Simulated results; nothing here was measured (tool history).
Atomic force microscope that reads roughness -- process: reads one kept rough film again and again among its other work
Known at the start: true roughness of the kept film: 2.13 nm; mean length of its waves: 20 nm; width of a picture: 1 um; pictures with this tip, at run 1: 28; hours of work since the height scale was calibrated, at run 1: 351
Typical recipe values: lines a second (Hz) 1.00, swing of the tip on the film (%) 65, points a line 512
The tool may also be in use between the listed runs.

run,day,lines a second (Hz),swing of the tip on the film (%),points a line,pictures with this tip,hours of work since the height scale was calibrated,roughness of the kept film (nm (root mean square))
1,0.000,1.00,65,512,28,351,1.672
2,0.583,1.00,65,512,43,361,1.657
3,1.354,1.00,65,512,64,375,1.637
4,1.908,1.00,65,512,79,384,1.630
5,2.246,1.00,65,512,88,390,1.593
6,2.871,1.00,65,512,105,401,1.603
7,3.388,2.51,65,512,119,410,1.556
8,4.146,2.51,65,512,139,423,1.535
9,4.608,2.51,65,512,152,431,1.543
10,5.100,2.51,65,512,165,440,1.522
11,5.688,2.34,55,332,181,450,1.505
12,6.317,1.00,66,512,198,461,1.521
# day 6.417: height scale calibrated on a step standard
13,7.038,1.00,66,512,216,11,1.515
14,7.800,0.65,71,399,237,24,1.474
15,8.571,2.22,61,336,257,37,1.437
16,9.288,2.22,61,336,277,50,1.420
17,9.954,2.58,78,372,295,62,1.361
18,10.538,2.58,78,802,310,72,1.342

Alternative continuations, all from the tool just after run 18; predict every row:
# day 10.912: height scale calibrated on a step standard, once more
A,11.162,2.58,84,802,326,4,?
# day 10.912: height scale calibrated on a step standard, once more
B,11.162,0.73,63,441,326,4,?
# day 10.912: height scale calibrated on a step standard, once more
C,11.162,2.82,62,552,326,4,?

run,roughness of the kept film (nm (root mean square))
A,1.308
B,1.435
C,1.396
Had the tool no hidden state, the same runs would have come out as:
run,roughness of the kept film (nm (root mean square))
A,1.579
B,1.731
C,1.685
